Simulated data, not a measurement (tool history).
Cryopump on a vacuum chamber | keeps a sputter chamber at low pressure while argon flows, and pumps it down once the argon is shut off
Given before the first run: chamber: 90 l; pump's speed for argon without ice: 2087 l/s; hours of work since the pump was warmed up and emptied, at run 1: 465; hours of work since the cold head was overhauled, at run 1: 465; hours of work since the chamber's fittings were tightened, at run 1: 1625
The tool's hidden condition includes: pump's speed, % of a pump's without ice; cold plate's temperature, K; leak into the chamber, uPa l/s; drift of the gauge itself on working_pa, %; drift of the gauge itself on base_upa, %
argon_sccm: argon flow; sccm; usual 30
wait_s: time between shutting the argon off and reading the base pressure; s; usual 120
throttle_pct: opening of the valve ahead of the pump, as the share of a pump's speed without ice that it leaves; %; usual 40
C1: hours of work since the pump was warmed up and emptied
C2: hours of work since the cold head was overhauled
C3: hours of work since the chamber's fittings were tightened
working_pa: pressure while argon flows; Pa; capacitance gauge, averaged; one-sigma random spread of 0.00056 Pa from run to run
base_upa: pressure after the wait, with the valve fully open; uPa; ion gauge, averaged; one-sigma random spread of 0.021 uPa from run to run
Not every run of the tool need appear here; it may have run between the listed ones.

{"run": 1, "hour": 0.0, "argon_sccm": 30, "wait_s": 120, "throttle_pct": 40, "C1": 465, "C2": 465, "C3": 1625, "working_pa": 0.0624, "base_upa": 0.84}
{"run": 2, "hour": 61.8, "argon_sccm": 30, "wait_s": 120, "throttle_pct": 40, "C1": 498, "C2": 498, "C3": 1658, "working_pa": 0.0634, "base_upa": 0.81}
{"run": 3, "hour": 101.9, "argon_sccm": 30, "wait_s": 120, "throttle_pct": 40, "C1": 519, "C2": 519, "C3": 1679, "working_pa": 0.0646, "base_upa": 0.87}
{"run": 4, "hour": 132.4, "argon_sccm": 30, "wait_s": 120, "throttle_pct": 40, "C1": 535, "C2": 535, "C3": 1695, "working_pa": 0.0638, "base_upa": 0.86}
{"run": 5, "hour": 190.2, "argon_sccm": 30, "wait_s": 120, "throttle_pct": 40, "C1": 566, "C2": 566, "C3": 1726, "working_pa": 0.0644, "base_upa": 0.85}
{"run": 6, "hour": 239.6, "argon_sccm": 30, "wait_s": 120, "throttle_pct": 40, "C1": 593, "C2": 593, "C3": 1753, "working_pa": 0.0637, "base_upa": 0.9}
{"run": 7, "hour": 294.9, "argon_sccm": 30, "wait_s": 120, "throttle_pct": 40, "C1": 622, "C2": 622, "C3": 1782, "working_pa": 0.0648, "base_upa": 0.9}
{"run": 8, "hour": 359.9, "argon_sccm": 30, "wait_s": 120, "throttle_pct": 40, "C1": 657, "C2": 657, "C3": 1817, "working_pa": 0.0649, "base_upa": 0.91}
{"run": 9, "hour": 424.4, "argon_sccm": 30, "wait_s": 120, "throttle_pct": 40, "C1": 692, "C2": 692, "C3": 1851, "working_pa": 0.0638, "base_upa": 0.93}
{"run": 10, "hour": 458.0, "argon_sccm": 30, "wait_s": 120, "throttle_pct": 40, "C1": 710, "C2": 710, "C3": 1869, "working_pa": 0.0645, "base_upa": 0.94}
{"run": 11, "hour": 522.6, "argon_sccm": 30, "wait_s": 120, "throttle_pct": 40, "C1": 744, "C2": 744, "C3": 1904, "working_pa": 0.0646, "base_upa": 0.95}
{"run": 12, "hour": 569.6, "argon_sccm": 30, "wait_s": 120, "throttle_pct": 35, "C1": 769, "C2": 769, "C3": 1929, "working_pa": 0.0733, "base_upa": 0.94}
{"run": 13, "hour": 617.1, "argon_sccm": 30, "wait_s": 120, "throttle_pct": 35, "C1": 795, "C2": 795, "C3": 1954, "working_pa": 0.0741, "base_upa": 0.98}
{"run": 14, "hour": 656.7, "argon_sccm": 30, "wait_s": 120, "throttle_pct": 35, "C1": 816, "C2": 816, "C3": 1976, "working_pa": 0.0733, "base_upa": 0.92}
{"run": 15, "hour": 688.1, "argon_sccm": 30, "wait_s": 120, "throttle_pct": 35, "C1": 833, "C2": 833, "C3": 1992, "working_pa": 0.0739, "base_upa": 0.99}
{"run": 16, "hour": 739.3, "argon_sccm": 30, "wait_s": 120, "throttle_pct": 35, "C1": 860, "C2": 860, "C3": 2020, "working_pa": 0.0737, "base_upa": 1}
{"run": 17, "hour": 778.5, "argon_sccm": 30, "wait_s": 120, "throttle_pct": 35, "C1": 881, "C2": 881, "C3": 2041, "working_pa": 0.0736, "base_upa": 0.98}
{"run": 18, "hour": 844.3, "argon_sccm": 34, "wait_s": 23, "throttle_pct": 35, "C1": 916, "C2": 916, "C3": 2076, "working_pa": 0.0843, "base_upa": 2.24}
{"run": 19, "hour": 884.4, "argon_sccm": 34, "wait_s": 23, "throttle_pct": 35, "C1": 937, "C2": 937, "C3": 2097, "working_pa": 0.0844, "base_upa": 2.26}
{"run": 20, "hour": 942.9, "argon_sccm": 36, "wait_s": 120, "throttle_pct": 40, "C1": 969, "C2": 969, "C3": 2128, "working_pa": 0.0799, "base_upa": 1}
{"run": 21, "hour": 1007.7, "argon_sccm": 13, "wait_s": 164, "throttle_pct": 40, "C1": 1003, "C2": 1003, "C3": 2163, "working_pa": 0.028, "base_upa": 0.99}

For run 22, what comes out?
{"run": 22, "hour": 1066.8, "argon_sccm": 12, "wait_s": 21, "throttle_pct": 48, "C1": 1035, "C2": 1035, "C3": 2195, "working_pa": "?", "base_upa": "?"}

working_pa: 0.0227 Pa
base_upa: 2.47 uPa
With no hidden state in the tool, this same run would have given working_pa 0.0203 Pa, base_upa 1.82 uPa.

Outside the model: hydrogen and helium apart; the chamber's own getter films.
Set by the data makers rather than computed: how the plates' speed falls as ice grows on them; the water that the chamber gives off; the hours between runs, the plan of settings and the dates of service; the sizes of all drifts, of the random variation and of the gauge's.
